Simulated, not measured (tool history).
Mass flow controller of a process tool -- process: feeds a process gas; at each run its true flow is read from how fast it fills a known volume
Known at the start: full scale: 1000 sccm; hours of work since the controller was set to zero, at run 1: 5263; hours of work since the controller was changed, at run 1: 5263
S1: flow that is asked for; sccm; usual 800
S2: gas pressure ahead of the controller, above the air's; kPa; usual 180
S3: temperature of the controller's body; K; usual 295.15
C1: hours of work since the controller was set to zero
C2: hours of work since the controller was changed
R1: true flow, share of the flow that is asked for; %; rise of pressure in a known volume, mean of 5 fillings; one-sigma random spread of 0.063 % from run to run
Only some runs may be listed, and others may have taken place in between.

| run | hour | S1 | S2 | S3 | C1 | C2 | R1 |
|---|---|---|---|---|---|---|---|
| 1 | 0.0 | 800 | 180 | 295.15 | 5263 | 5263 | 99.20 |
| 2 | 276.5 | 800 | 180 | 295.15 | 5467 | 5467 | 99.26 |
| 3 | 557.6 | 800 | 180 | 295.15 | 5674 | 5674 | 99.18 |
| 4 | 923.8 | 800 | 241 | 295.15 | 5944 | 5944 | 99.53 |
| 5 | 1274.6 | 114 | 180 | 295.15 | 6203 | 6203 | 97.51 |
| 6 | 1452.5 | 114 | 180 | 295.15 | 6334 | 6334 | 97.64 |
| 7 | 1608.2 | 114 | 180 | 295.15 | 6449 | 6449 | 97.56 |
| 8 | 1778.2 | 114 | 180 | 295.15 | 6574 | 6574 | 97.64 |
| 9 | 1985.0 | 800 | 180 | 295.15 | 6727 | 6727 | 99.29 |
| 10 | 2226.4 | 800 | 180 | 295.15 | 6905 | 6905 | 99.18 |
|  | 2353.7 | controller's zero set anew |
| 11 | 2592.3 | 800 | 150 | 295.15 | 176 | 7174 | 99.02 |
| 12 | 2866.5 | 800 | 150 | 295.15 | 378 | 7377 | 99.08 |
| 13 | 3055.7 | 800 | 150 | 295.15 | 518 | 7516 | 99.10 |
| 14 | 3209.6 | 800 | 162 | 295.15 | 631 | 7630 | 99.14 |
| 15 | 3449.2 | 800 | 162 | 295.15 | 808 | 7806 | 99.22 |
| 16 | 3692.9 | 117 | 180 | 295.15 | 988 | 7986 | 97.58 |
| 17 | 3917.9 | 484 | 233 | 295.15 | 1154 | 8152 | 98.80 |
| 18 | 4238.0 | 137 | 180 | 295.15 | 1390 | 8388 | 97.65 |
| 19 | 4458.0 | 608 | 149 | 298.15 | 1552 | 8550 | 98.79 |
| 20 | 4736.6 | 608 | 250 | 297.15 | 1757 | 8756 | 99.16 |
| 21 | 4966.6 | 382 | 204 | 295.15 | 1927 | 8926 | 98.36 |
| 22 | 5219.9 | 800 | 154 | 306.15 | 2114 | 9112 | 99.65 |
| 23 | 5556.8 | 800 | 191 | 294.15 | 2362 | 9361 | 99.29 |
| 24 | 5753.2 | 800 | 191 | 311.15 | 2507 | 9506 | 100.06 |
| 25 | 5968.9 | 800 | 191 | 311.15 | 2666 | 9665 | 100.16 |
| 26 | 6162.9 | 800 | 191 | 311.15 | 2809 | 9808 | 100.21 |
| 27 | 6444.8 | 800 | 191 | 311.15 | 3017 | 10016 | 100.11 |
| 28 | 6682.9 | 252 | 180 | 308.15 | 3193 | 10191 | 98.61 |
| 29 | 7017.3 | 252 | 238 | 307.15 | 3440 | 10438 | 98.62 |

Here are 3 independent what-if runs from the current tool condition. What would each one return?
| A | 7168.0 | 252 | 233 | 307.15 | 3551 | 10549 | ? |
| B | 7168.0 | 252 | 238 | 304.15 | 3551 | 10549 | ? |
| C | 7168.0 | 135 | 279 | 306.15 | 3551 | 10549 | ? |

| run | R1 |
|---|---|
| A | 98.81 |
| B | 98.61 |
| C | 98.65 |
Had the tool no hidden state, the same runs would have come out as:
| run | R1 |
|---|---|
| A | 98.80 |
| B | 98.61 |
| C | 98.64 |
